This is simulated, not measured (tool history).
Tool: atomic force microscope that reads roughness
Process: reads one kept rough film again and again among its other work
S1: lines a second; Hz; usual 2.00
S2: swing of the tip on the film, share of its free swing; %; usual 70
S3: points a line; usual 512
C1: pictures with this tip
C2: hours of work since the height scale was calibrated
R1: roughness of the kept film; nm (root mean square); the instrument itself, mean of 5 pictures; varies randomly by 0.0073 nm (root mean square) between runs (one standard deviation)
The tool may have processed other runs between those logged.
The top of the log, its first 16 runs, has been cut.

run	hour	S1	S2	S3	C1	C2	R1
17	402.0	2.00	70	1020	58	652	1.534
18	440.5	0.61	74	395	129	678	1.642
19	461.7	0.61	74	395	168	692	1.635
20	498.8	1.05	74	395	237	717	1.586
# hour 513.1: new tip fitted
21	522.7	1.51	60	477	17	733	1.647
22	539.7	0.71	87	512	49	744	1.560
23	575.5	0.68	84	620	115	769	1.593
24	611.5	1.25	70	512	182	793	1.605
25	646.1	2.00	69	512	246	816	1.523
# hour 654.9: new tip fitted
26	674.7	2.00	85	321	37	835	1.347
27	692.9	2.00	88	717	70	847	1.306
28	727.3	2.00	88	717	134	871	1.317
29	753.0	2.00	64	512	182	888	1.568
30	790.3	0.93	86	454	251	913	1.501
# hour 797.1: new tip fitted
31	807.0	3.33	67	342	19	924	1.449
32	845.4	3.48	70	371	90	950	1.421

4 options for the next run, each taken on its own from the tool as it stands now. Forecast them:
A	865.3	3.48	63	651	126	963	?
B	865.3	3.48	76	630	126	963	?
C	865.3	3.48	68	956	126	963	?
D	865.3	1.72	70	362	126	963	?

run	R1
A	1.517
B	1.335
C	1.453
D	1.553
Without the tool's hidden state the same runs would have given:
run	R1
A	1.519
B	1.337
C	1.456
D	1.556
